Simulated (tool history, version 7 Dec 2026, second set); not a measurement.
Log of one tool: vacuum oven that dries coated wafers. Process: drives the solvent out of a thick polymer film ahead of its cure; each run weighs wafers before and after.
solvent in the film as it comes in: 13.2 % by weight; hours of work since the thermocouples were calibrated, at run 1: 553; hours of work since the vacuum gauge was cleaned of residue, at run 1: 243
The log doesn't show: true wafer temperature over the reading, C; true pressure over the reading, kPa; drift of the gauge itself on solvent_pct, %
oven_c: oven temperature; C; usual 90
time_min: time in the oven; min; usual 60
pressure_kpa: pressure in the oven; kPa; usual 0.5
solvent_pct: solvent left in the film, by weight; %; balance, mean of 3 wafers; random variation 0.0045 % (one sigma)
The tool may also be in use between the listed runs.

run	hour	oven_c	time_min	pressure_kpa	hours of work since the thermocouples were calibrated	hours of work since the vacuum gauge was cleaned of residue	solvent_pct
1	0	90	60	0.5	553	243	1.114
2	38.4	90	60	0.5	582	271	1.102
3	62.6	90	60	0.5	600	289	1.113
4	90.3	90	33	0.5	620	310	2.985
5	111.2	90	33	0.5	636	326	2.979
6	149.4	90	33	0.5	664	354	2.977
7	189.2	90	61	0.5	694	384	1.069
8	214.6	90	61	0.5	713	403	1.068
9	251.7	90	75	0.5	741	430	0.676
10	295.6	90	83	0.5	773	463	0.535
11	315.7	90	83	0.5	788	478	0.541
12	353.4	90	83	0.5	816	506	0.537
13	397.3	84	60	0.5	849	539	1.802
# hour 402.3: vacuum gauge cleaned of residue and calibrated
14	433.5	90	44	0.703	875	23	2.018
15	462.5	103	76	0.51	897	45	0.188
# hour 492.3: vacuum gauge cleaned of residue and calibrated, once more
16	512.4	90	75	0.31	933	15	0.582
17	553	90	75	0.31	963	45	0.579
18	586.8	85	30	0.597	988	71	4.093
# hour 613.1: oven's thermocouples calibrated
19	635.4	100	67	0.5	17	105	0.32
20	670.5	94	81	1.248	43	131	0.532
21	717.6	94	81	1.248	78	167	0.538
22	747.3	94	81	1.248	100	189	0.527
23	786.9	88	31	0.421	130	218	3.637
24	820.9	88	31	0.421	155	244	3.631
25	841.5	88	31	0.764	170	259	3.687
26	886.8	88	31	0.764	204	293	3.696

Forecast each of these 3 alternatives for the next run:
A	925	81	44	1.6	233	321	?
B	925	90	69	0.5	233	321	?
C	925	86	31	0.981	233	321	?

run	solvent_pct
A	3.715
B	0.877
C	4.061
Without the tool's hidden state the same runs would have given:
run	solvent_pct
A	3.702
B	0.855
C	4.056
